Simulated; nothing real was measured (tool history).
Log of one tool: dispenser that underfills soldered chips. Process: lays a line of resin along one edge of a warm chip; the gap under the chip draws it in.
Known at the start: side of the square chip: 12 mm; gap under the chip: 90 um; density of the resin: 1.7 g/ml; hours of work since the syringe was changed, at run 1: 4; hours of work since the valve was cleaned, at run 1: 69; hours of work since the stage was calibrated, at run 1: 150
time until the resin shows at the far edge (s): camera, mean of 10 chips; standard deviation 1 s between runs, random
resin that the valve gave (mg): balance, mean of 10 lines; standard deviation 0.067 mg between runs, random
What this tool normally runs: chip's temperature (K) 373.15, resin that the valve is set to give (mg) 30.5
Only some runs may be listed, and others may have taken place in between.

| run | hour | chip's temperature (K) | resin that the valve is set to give (mg) | hours of work since the syringe was changed | hours of work since the valve was cleaned | hours of work since the stage was calibrated | time until the resin shows at the far edge (s) | resin that the valve gave (mg) |
|---|---|---|---|---|---|---|---|---|
| 1 | 0 | 373.15 | 30.5 | 4 | 69 | 150 | 121.5 | 29.75 |
|  | 6.1 | new syringe of resin |
| 2 | 9.7 | 373.15 | 30.5 | 2 | 75 | 156 | 110 | 29.7 |
| 3 | 15.4 | 373.15 | 26 | 6 | 79 | 159 | 138.8 | 25.37 |
|  | 19.6 | new syringe of resin |
| 4 | 23.8 | 373.15 | 30.5 | 3 | 83 | 164 | 110.3 | 29.48 |
|  | 33 | new syringe of resin |
| 5 | 33.4 | 373.15 | 30.5 | 0 | 89 | 170 | 97.5 | 29.43 |
| 6 | 39.6 | 373.15 | 30.5 | 4 | 93 | 173 | 119.3 | 29.48 |
|  | 46 | new syringe of resin |
| 7 | 47 | 373.15 | 30.5 | 1 | 97 | 178 | 98.7 | 29.54 |
| 8 | 52.4 | 373.15 | 30.5 | 4 | 100 | 181 | 119.6 | 29.5 |
| 9 | 56.3 | 367.15 | 28.6 | 6 | 103 | 183 | 175.2 | 27.62 |
|  | 59.2 | new syringe of resin |
| 10 | 62.6 | 367.15 | 29.5 | 2 | 106 | 187 | 141.1 | 28.44 |
| 11 | 68.9 | 377.15 | 28.1 | 6 | 110 | 191 | 116.4 | 27.07 |
|  | 72.6 | new syringe of resin |
| 12 | 76.9 | 373.15 | 30.2 | 3 | 115 | 196 | 109.6 | 29.05 |
| 13 | 85.2 | 361.15 | 37.7 | 8 | 120 | 201 | 230.4 | 36.04 |
|  | 86 | new syringe of resin |
|  | 87 | dispensing valve cleaned and set on the balance |
| 14 | 94.8 | 361.15 | 37.7 | 5 | 5 | 206 | 202.1 | 37.7 |

Forecast each of these 3 alternatives for the next run:
|  | 100.1 | new syringe of resin |
| A | 102.5 | 373.15 | 26.7 | 1 | 9 | 210 | ? | ? |
|  | 100.1 | new syringe of resin |
| B | 102.5 | 361.15 | 32.9 | 1 | 9 | 210 | ? | ? |
|  | 100.1 | new syringe of resin |
| C | 102.5 | 380.15 | 31.3 | 1 | 9 | 210 | ? | ? |

| run | time until the resin shows at the far edge (s) | resin that the valve gave (mg) |
|---|---|---|
| A | 104 | 26.68 |
| B | 167.7 | 32.87 |
| C | 74.7 | 31.24 |
With the hidden condition removed and each run's random variation left untouched, the same runs would have given:
| run | time until the resin shows at the far edge (s) | resin that the valve gave (mg) |
|---|---|---|
| A | 101.8 | 26.71 |
| B | 164.9 | 32.91 |
| C | 73.1 | 31.28 |
